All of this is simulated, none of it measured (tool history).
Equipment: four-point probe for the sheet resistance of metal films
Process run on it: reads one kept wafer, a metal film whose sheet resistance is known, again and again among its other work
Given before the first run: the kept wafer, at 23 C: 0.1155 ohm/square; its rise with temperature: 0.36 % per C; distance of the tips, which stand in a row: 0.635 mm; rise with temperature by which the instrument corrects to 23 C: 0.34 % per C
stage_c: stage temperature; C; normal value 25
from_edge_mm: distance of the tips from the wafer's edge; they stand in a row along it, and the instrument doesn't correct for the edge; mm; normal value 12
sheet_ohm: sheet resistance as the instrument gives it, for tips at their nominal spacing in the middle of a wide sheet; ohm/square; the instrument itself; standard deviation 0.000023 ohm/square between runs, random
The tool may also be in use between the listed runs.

{"run": 1, "hour": 0.0, "stage_c": 25, "from_edge_mm": 12, "sheet_ohm": 0.115711}
{"run": 2, "hour": 45.2, "stage_c": 25, "from_edge_mm": 12, "sheet_ohm": 0.115749}
{"run": 3, "hour": 87.4, "stage_c": 25, "from_edge_mm": 12, "sheet_ohm": 0.115694}
{"run": 4, "hour": 116.1, "stage_c": 25, "from_edge_mm": 12, "sheet_ohm": 0.115705}
{"run": 5, "hour": 148.5, "stage_c": 25, "from_edge_mm": 12, "sheet_ohm": 0.115723}
{"run": 6, "hour": 178.1, "stage_c": 25, "from_edge_mm": 5, "sheet_ohm": 0.116569}
{"run": 7, "hour": 225.5, "stage_c": 25, "from_edge_mm": 12, "sheet_ohm": 0.115684}
{"run": 8, "hour": 259.2, "stage_c": 25, "from_edge_mm": 12, "sheet_ohm": 0.115728}
{"run": 9, "hour": 280.4, "stage_c": 25, "from_edge_mm": 12, "sheet_ohm": 0.115695}
{"run": 10, "hour": 327.0, "stage_c": 25, "from_edge_mm": 12, "sheet_ohm": 0.115733}
{"run": 11, "hour": 349.1, "stage_c": 25, "from_edge_mm": 12, "sheet_ohm": 0.115734}
{"run": 12, "hour": 370.9, "stage_c": 25, "from_edge_mm": 12, "sheet_ohm": 0.115714}
{"run": 13, "hour": 413.3, "stage_c": 25, "from_edge_mm": 25, "sheet_ohm": 0.115597}
{"run": 14, "hour": 450.5, "stage_c": 25, "from_edge_mm": 9, "sheet_ohm": 0.115875}
{"run": 15, "hour": 472.1, "stage_c": 25, "from_edge_mm": 9, "sheet_ohm": 0.115869}
{"run": 16, "hour": 519.0, "stage_c": 25, "from_edge_mm": 9, "sheet_ohm": 0.115859}
{"hour": 522.2, "done": "stage's thermometer calibrated"}
{"run": 17, "hour": 557.8, "stage_c": 35, "from_edge_mm": 5, "sheet_ohm": 0.116876}
{"run": 18, "hour": 582.3, "stage_c": 24, "from_edge_mm": 12, "sheet_ohm": 0.115734}
{"run": 19, "hour": 607.0, "stage_c": 24, "from_edge_mm": 12, "sheet_ohm": 0.11583}
{"run": 20, "hour": 650.0, "stage_c": 19, "from_edge_mm": 10, "sheet_ohm": 0.115734}
{"run": 21, "hour": 676.8, "stage_c": 19, "from_edge_mm": 25, "sheet_ohm": 0.115581}
{"run": 22, "hour": 719.1, "stage_c": 19, "from_edge_mm": 25, "sheet_ohm": 0.115525}
{"run": 23, "hour": 763.0, "stage_c": 19, "from_edge_mm": 25, "sheet_ohm": 0.115528}
{"hour": 787.5, "done": "stage's thermometer calibrated, once more"}
{"run": 24, "hour": 808.2, "stage_c": 34, "from_edge_mm": 34, "sheet_ohm": 0.115403}
{"run": 25, "hour": 850.6, "stage_c": 34, "from_edge_mm": 34, "sheet_ohm": 0.115406}
{"run": 26, "hour": 895.7, "stage_c": 20, "from_edge_mm": 51, "sheet_ohm": 0.114986}
{"run": 27, "hour": 919.5, "stage_c": 21, "from_edge_mm": 3, "sheet_ohm": 0.117721}
{"run": 28, "hour": 939.6, "stage_c": 35, "from_edge_mm": 14, "sheet_ohm": 0.115475}
{"run": 29, "hour": 964.3, "stage_c": 35, "from_edge_mm": 14, "sheet_ohm": 0.115522}
{"run": 30, "hour": 1010.2, "stage_c": 26, "from_edge_mm": 18, "sheet_ohm": 0.11522}
{"run": 31, "hour": 1045.3, "stage_c": 29, "from_edge_mm": 48, "sheet_ohm": 0.115191}
{"run": 32, "hour": 1070.4, "stage_c": 23, "from_edge_mm": 22, "sheet_ohm": 0.115097}

What if the next run were any one of these 5? Each begins from the tool's condition after run 32:
{"run": "A", "hour": 1100.5, "stage_c": 33, "from_edge_mm": 30, "sheet_ohm": "?"}
{"run": "B", "hour": 1100.5, "stage_c": 28, "from_edge_mm": 13, "sheet_ohm": "?"}
{"run": "C", "hour": 1100.5, "stage_c": 20, "from_edge_mm": 3, "sheet_ohm": "?"}
{"run": "D", "hour": 1100.5, "stage_c": 26, "from_edge_mm": 22, "sheet_ohm": "?"}
{"run": "E", "hour": 1100.5, "stage_c": 29, "from_edge_mm": 34, "sheet_ohm": "?"}

run=A sheet_ohm=0.115307
run=B sheet_ohm=0.11531
run=C sheet_ohm=0.11763
run=D sheet_ohm=0.115191
run=E sheet_ohm=0.115246
With the hidden condition removed and each run's random variation left untouched, the same runs would have given:
run=A sheet_ohm=0.115745
run=B sheet_ohm=0.115749
run=C sheet_ohm=0.118078
run=D sheet_ohm=0.11563
run=E sheet_ohm=0.115685
